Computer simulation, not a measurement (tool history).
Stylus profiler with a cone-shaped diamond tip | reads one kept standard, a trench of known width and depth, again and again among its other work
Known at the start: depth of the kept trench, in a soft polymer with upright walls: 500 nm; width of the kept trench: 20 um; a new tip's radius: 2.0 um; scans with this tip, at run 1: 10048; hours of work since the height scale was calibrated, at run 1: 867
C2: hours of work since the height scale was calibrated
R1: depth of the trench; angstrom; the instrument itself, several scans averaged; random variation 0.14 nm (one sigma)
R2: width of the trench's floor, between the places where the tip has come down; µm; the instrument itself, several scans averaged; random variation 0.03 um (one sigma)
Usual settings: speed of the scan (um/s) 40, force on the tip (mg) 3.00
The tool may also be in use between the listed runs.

Run 1, hour 0.0: usual settings; scans with this tip 10048; C2 867. Result: R1 5067.8 angstrom, R2 15.53 µm.
Run 2, hour 119.1: usual settings; scans with this tip 10621; C2 916. Result: R1 5068.5 angstrom, R2 15.49 µm.
Run 3, hour 194.7: usual settings; scans with this tip 10985; C2 948. Result: R1 5067.9 angstrom, R2 15.38 µm.
Run 4, hour 318.2: usual settings; scans with this tip 11579; C2 999. Result: R1 5064.8 angstrom, R2 15.37 µm.
Run 5, hour 383.4: usual settings; scans with this tip 11893; C2 1026. Result: R1 5066.3 angstrom, R2 15.30 µm.
Run 6, hour 469.1: usual settings; scans with this tip 12305; C2 1062. Result: R1 5063.7 angstrom, R2 15.33 µm.
At hour 515.3: new tip fitted, height scale calibrated.
Run 7, hour 521.7: usual settings; scans with this tip 31; C2 3. Result: R1 5092.6 angstrom, R2 17.11 µm.
Run 8, hour 623.0: usual settings; scans with this tip 518; C2 45. Result: R1 5091.1 angstrom, R2 16.96 µm.
Run 9, hour 689.5: usual settings; scans with this tip 838; C2 72. Result: R1 5093.6 angstrom, R2 16.95 µm.
Run 10, hour 791.6: usual settings; scans with this tip 1329; C2 115. Result: R1 5090.8 angstrom, R2 16.82 µm.
Run 11, hour 891.1: usual settings but force on the tip (mg) 1.56; scans with this tip 1808; C2 156. Result: R1 5057.4 angstrom, R2 16.66 µm.
Run 12, hour 970.5: usual settings but force on the tip (mg) 1.56; scans with this tip 2190; C2 189. Result: R1 5053.2 angstrom, R2 16.67 µm.
Run 13, hour 1047.6: usual settings but force on the tip (mg) 1.82; scans with this tip 2561; C2 221. Result: R1 5060.4 angstrom, R2 16.57 µm.
Run 14, hour 1141.5: usual settings but force on the tip (mg) 8.34; scans with this tip 3012; C2 260. Result: R1 5179.0 angstrom, R2 16.68 µm.

Forecast run 15:
Run 15, hour 1201.6: usual settings but speed of the scan (um/s) 20, force on the tip (mg) 8.34; scans with this tip 3302; C2 285. Result: R1 ?, R2 ?.

{"run 15": {"R1": 5182.6, "R2": 16.72}}
Without the tool's hidden state the same run would have given R1 5192.4 angstrom, R2 17.31 µm.
